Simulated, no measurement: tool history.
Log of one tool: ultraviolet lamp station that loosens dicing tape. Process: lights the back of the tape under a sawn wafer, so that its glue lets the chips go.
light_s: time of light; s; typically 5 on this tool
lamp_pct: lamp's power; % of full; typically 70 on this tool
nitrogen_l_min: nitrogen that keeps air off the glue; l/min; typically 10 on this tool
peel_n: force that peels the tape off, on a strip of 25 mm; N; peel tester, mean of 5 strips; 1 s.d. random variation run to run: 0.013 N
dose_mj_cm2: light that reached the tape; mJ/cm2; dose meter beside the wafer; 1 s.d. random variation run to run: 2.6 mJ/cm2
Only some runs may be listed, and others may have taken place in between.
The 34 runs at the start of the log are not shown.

run    hour  light_s  lamp_pct  nitrogen_l_min  peel_n  dose_mj_cm2
 35    2489        5        70              17   0.577          283
     2519.5  -- window cleaned of glue's vapour
 36  2547.1        5        70              17   0.512          303
 37  2621.3        2        79               4    3.44          135
 38  2709.7        6        78              11   0.354          396
 39  2782.5        3        76               7    1.94          192
 40  2847.8        5        81               4   1.081          337
 41  2942.1        3        64              10   2.247          158
 42  3033.6        3        68              10   2.068          161
 43  3089.4        3        68              10     2.1          162
 44  3180.1        3        76              14   1.608          180

What if the next run were any one of these 3? Each begins from the tool's condition after run 44:
  A  3261.6        5        66              14       ?            ?
  B  3261.6        3        76               5       ?            ?
  C  3261.6        3        76               3       ?            ?

run  peel_n  dose_mj_cm2
  A   0.918          255
  B   2.531          175
  C   2.906          174
Without the tool's hidden state the same runs would have given:
run  peel_n  dose_mj_cm2
  A   0.583          316
  B   1.929          217
  C   2.309          215

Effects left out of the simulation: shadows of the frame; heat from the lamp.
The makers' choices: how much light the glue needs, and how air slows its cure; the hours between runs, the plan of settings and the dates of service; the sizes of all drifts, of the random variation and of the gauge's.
